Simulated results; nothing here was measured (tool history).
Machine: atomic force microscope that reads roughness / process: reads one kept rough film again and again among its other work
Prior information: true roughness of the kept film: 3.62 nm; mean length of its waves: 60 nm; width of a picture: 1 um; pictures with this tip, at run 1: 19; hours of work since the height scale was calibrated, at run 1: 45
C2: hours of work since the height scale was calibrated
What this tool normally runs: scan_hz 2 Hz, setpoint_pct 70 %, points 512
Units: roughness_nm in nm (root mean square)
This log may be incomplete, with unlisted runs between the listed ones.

Run 1, day 0: usual settings; pictures with this tip 19; C2 45. Result: roughness_nm 3.36 nm (root mean square).
Run 2, day 0.296: usual settings; pictures with this tip 32; C2 50. Result: roughness_nm 3.378 nm (root mean square).
Run 3, day 0.692: usual settings; pictures with this tip 48; C2 56. Result: roughness_nm 3.385 nm (root mean square).
Run 4, day 0.871: usual settings; pictures with this tip 55; C2 59. Result: roughness_nm 3.38 nm (root mean square).
Run 5, day 1.067: usual settings but setpoint_pct 60 %; pictures with this tip 63; C2 62. Result: roughness_nm 3.429 nm (root mean square).
Run 6, day 1.388: usual settings; pictures with this tip 76; C2 67. Result: roughness_nm 3.336 nm (root mean square).
Run 7, day 1.633: usual settings; pictures with this tip 86; C2 71. Result: roughness_nm 3.362 nm (root mean square).
Run 8, day 1.833: usual settings but scan_hz 3.75 Hz; pictures with this tip 94; C2 75. Result: roughness_nm 3.232 nm (root mean square).
Run 9, day 2.246: usual settings but points 913; pictures with this tip 111; C2 81. Result: roughness_nm 3.354 nm (root mean square).
Run 10, day 2.617: usual settings but points 913; pictures with this tip 126; C2 87. Result: roughness_nm 3.364 nm (root mean square).
Run 11, day 2.858: usual settings; pictures with this tip 136; C2 91. Result: roughness_nm 3.339 nm (root mean square).
Run 12, day 3.15: usual settings; pictures with this tip 148; C2 95. Result: roughness_nm 3.347 nm (root mean square).
Run 13, day 3.467: usual settings; pictures with this tip 161; C2 100. Result: roughness_nm 3.337 nm (root mean square).
Run 14, day 3.667: usual settings; pictures with this tip 169; C2 104. Result: roughness_nm 3.302 nm (root mean square).
Run 15, day 3.942: usual settings; pictures with this tip 180; C2 108. Result: roughness_nm 3.338 nm (root mean square).
Run 16, day 4.304: usual settings; pictures with this tip 195; C2 114. Result: roughness_nm 3.31 nm (root mean square).
Run 17, day 4.479: usual settings; pictures with this tip 202; C2 116. Result: roughness_nm 3.303 nm (root mean square).
Run 18, day 4.762: usual settings; pictures with this tip 214; C2 121. Result: roughness_nm 3.306 nm (root mean square).
Run 19, day 5.083: usual settings; pictures with this tip 227; C2 126. Result: roughness_nm 3.288 nm (root mean square).
Run 20, day 5.45: usual settings; pictures with this tip 242; C2 132. Result: roughness_nm 3.293 nm (root mean square).
Run 21, day 5.642: usual settings; pictures with this tip 250; C2 135. Result: roughness_nm 3.288 nm (root mean square).
Run 22, day 5.95: usual settings; pictures with this tip 262; C2 140. Result: roughness_nm 3.294 nm (root mean square).
Run 23, day 6.229: usual settings; pictures with this tip 274; C2 144. Result: roughness_nm 3.299 nm (root mean square).
Run 24, day 6.658: usual settings; pictures with this tip 291; C2 151. Result: roughness_nm 3.278 nm (root mean square).
Run 25, day 6.942: usual settings but setpoint_pct 58 %; pictures with this tip 303; C2 155. Result: roughness_nm 3.358 nm (root mean square).
Run 26, day 7.333: usual settings but scan_hz 1.04 Hz, setpoint_pct 55 %, points 267; pictures with this tip 319; C2 162. Result: roughness_nm 3.353 nm (root mean square).
Run 27, day 7.733: usual settings but scan_hz 1.93 Hz, points 363; pictures with this tip 335; C2 168. Result: roughness_nm 3.255 nm (root mean square).
Run 28, day 8.067: usual settings but scan_hz 1.93 Hz, points 363; pictures with this tip 349; C2 173. Result: roughness_nm 3.267 nm (root mean square).
Run 29, day 8.462: usual settings but scan_hz 1.09 Hz, setpoint_pct 57 %, points 608; pictures with this tip 365; C2 180. Result: roughness_nm 3.348 nm (root mean square).
Run 30, day 8.738: usual settings but scan_hz 1.24 Hz, setpoint_pct 59 %, points 410; pictures with this tip 376; C2 184. Result: roughness_nm 3.334 nm (root mean square).
At day 9.121: new tip fitted.
Run 31, day 9.171: usual settings but scan_hz 0.95 Hz; pictures with this tip 2; C2 190. Result: roughness_nm 3.461 nm (root mean square).
Run 32, day 9.396: usual settings but scan_hz 0.55 Hz, setpoint_pct 57 %; pictures with this tip 11; C2 194. Result: roughness_nm 3.499 nm (root mean square).
Run 33, day 9.592: usual settings but scan_hz 0.55 Hz, setpoint_pct 57 %; pictures with this tip 19; C2 197. Result: roughness_nm 3.5 nm (root mean square).
At day 9.675: height scale calibrated on a step standard.
Run 34, day 9.879: usual settings but scan_hz 1.79 Hz, points 660; pictures with this tip 29; C2 3. Result: roughness_nm 3.373 nm (root mean square).
Run 35, day 10.154: usual settings but scan_hz 1.9 Hz, setpoint_pct 58 %; pictures with this tip 40; C2 8. Result: roughness_nm 3.437 nm (root mean square).
At day 10.4: height scale calibrated on a step standard, once more.
Run 36, day 10.4: usual settings but scan_hz 1.9 Hz, setpoint_pct 58 %; pictures with this tip 48; C2 0. Result: roughness_nm 3.411 nm (root mean square).
Run 37, day 10.662: usual settings but scan_hz 3.05 Hz, setpoint_pct 58 %, points 982; pictures with this tip 59; C2 4. Result: roughness_nm 3.412 nm (root mean square).
Run 38, day 10.883: usual settings but scan_hz 3.05 Hz, setpoint_pct 58 %, points 982; pictures with this tip 68; C2 8. Result: roughness_nm 3.394 nm (root mean square).
Run 39, day 11.112: usual settings but scan_hz 3.05 Hz, setpoint_pct 58 %, points 982; pictures with this tip 78; C2 11. Result: roughness_nm 3.405 nm (root mean square).
Run 40, day 11.425: usual settings but scan_hz 3.05 Hz, setpoint_pct 58 %, points 982; pictures with this tip 90; C2 16. Result: roughness_nm 3.4 nm (root mean square).
Run 41, day 11.762: usual settings but scan_hz 1.39 Hz, setpoint_pct 60 %, points 872; pictures with this tip 104; C2 22. Result: roughness_nm 3.398 nm (root mean square).
Run 42, day 12.083: usual settings but scan_hz 1.39 Hz, setpoint_pct 60 %, points 872; pictures with this tip 117; C2 27. Result: roughness_nm 3.413 nm (root mean square).
Run 43, day 12.354: usual settings but points 607; pictures with this tip 128; C2 31. Result: roughness_nm 3.345 nm (root mean square).
Run 44, day 12.754: usual settings but scan_hz 2.66 Hz, setpoint_pct 66 %, points 834; pictures with this tip 145; C2 37. Result: roughness_nm 3.347 nm (root mean square).
Run 45, day 12.958: usual settings but scan_hz 2.79 Hz, setpoint_pct 79 %, points 314; pictures with this tip 153; C2 41. Result: roughness_nm 3.182 nm (root mean square).
Run 46, day 13.258: usual settings but scan_hz 2.79 Hz, setpoint_pct 79 %, points 314; pictures with this tip 165; C2 45. Result: roughness_nm 3.168 nm (root mean square).
Run 47, day 13.517: usual settings but scan_hz 2.79 Hz, setpoint_pct 79 %, points 314; pictures with this tip 176; C2 49. Result: roughness_nm 3.19 nm (root mean square).
Run 48, day 13.779: usual settings but scan_hz 1.23 Hz, setpoint_pct 61 %, points 280; pictures with this tip 186; C2 54. Result: roughness_nm 3.38 nm (root mean square).
Run 49, day 13.992: usual settings but scan_hz 2.47 Hz, setpoint_pct 56 %, points 558; pictures with this tip 195; C2 57. Result: roughness_nm 3.392 nm (root mean square).
Run 50, day 14.233: usual settings but scan_hz 1.03 Hz, setpoint_pct 84 %, points 932; pictures with this tip 205; C2 61. Result: roughness_nm 3.291 nm (root mean square).

The logged runs with the hidden state left out (each run's random variation unchanged):
What the log doesn't record here: radius of the tip, nm; height scale over the true one, %; drift of the gauge itself on roughness_nm, %.
run  roughness_nm
  1         3.371
  2         3.394
  3         3.406
  4         3.404
  5         3.456
  6         3.367
  7         3.397
  8         3.268
  9         3.398
 10         3.414
 11         3.392
 12         3.404
 13         3.398
 14         3.365
 15         3.405
 16         3.382
 17         3.377
 18         3.384
 19         3.369
 20         3.379
 21         3.378
 22         3.388
 23         3.397
 24         3.381
 25         3.468
 26         3.468
 27         3.372
 28          3.39
 29          3.48
 30         3.469
 31         3.471
 32         3.512
 33         3.516
 34         3.394
 35         3.463
 36         3.437
 37         3.442
 38         3.426
 39         3.441
 40          3.44
 41         3.443
 42         3.464
 43         3.398
 44         3.406
 45         3.241
 46          3.23
 47         3.256
 48         3.454
 49          3.47
 50          3.37
